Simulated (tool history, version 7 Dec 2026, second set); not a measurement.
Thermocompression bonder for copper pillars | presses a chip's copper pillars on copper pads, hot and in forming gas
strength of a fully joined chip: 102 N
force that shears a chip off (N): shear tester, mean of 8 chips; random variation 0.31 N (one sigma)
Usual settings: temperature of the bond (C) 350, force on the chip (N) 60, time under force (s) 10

run	hour	temperature of the bond (C)	force on the chip (N)	time under force (s)	force that shears a chip off (N)
1	0	350	60	10	34.9
2	32.4	350	60	10	34.6
3	50.9	350	42	10	28.7
4	86.7	342	60	10	31.4
5	111.7	342	60	10	31.3
6	154.5	342	60	10	30.6
# hour 162.9: heater calibrated with a thermocouple chip
7	188.4	342	60	10	33
8	206.5	342	60	10	32.9
9	233.2	342	60	10	32.5
10	257.5	342	60	10	32.8
11	291	350	60	10	35.6
12	315.8	350	60	10	35
# hour 346.8: forming gas filter changed
13	348.5	350	60	10	37.9
14	380.2	350	60	10	37.6
15	405.2	338	60	10	32.5
16	442.2	338	53	10	30.6
17	469.1	338	53	10	29.9
18	511.5	369	76	10	50.1
19	533.1	356	42	25	46
20	576.6	356	42	25	45.8
21	616.9	368	44	25	51.2
22	639.4	326	57	24	37.5
23	673.3	326	57	19	34
24	715.5	339	57	20	39.6
25	733.8	350	60	5	26.5
26	756.8	350	55	18	42.2
27	781	326	43	5	16.3

Forecast each of these 5 alternatives for the next run:
A	799.4	326	41	5	?
B	799.4	359	60	10	?
C	799.4	351	60	10	?
D	799.4	350	66	21	?
E	799.4	332	59	5	?

run	force that shears a chip off (N)
A	15.3
B	38
C	35.3
D	47.9
E	20.1
Without the tool's hidden state the same runs would have given:
run	force that shears a chip off (N)
A	17.4
B	42.5
C	39.5
D	53.3
E	22.7

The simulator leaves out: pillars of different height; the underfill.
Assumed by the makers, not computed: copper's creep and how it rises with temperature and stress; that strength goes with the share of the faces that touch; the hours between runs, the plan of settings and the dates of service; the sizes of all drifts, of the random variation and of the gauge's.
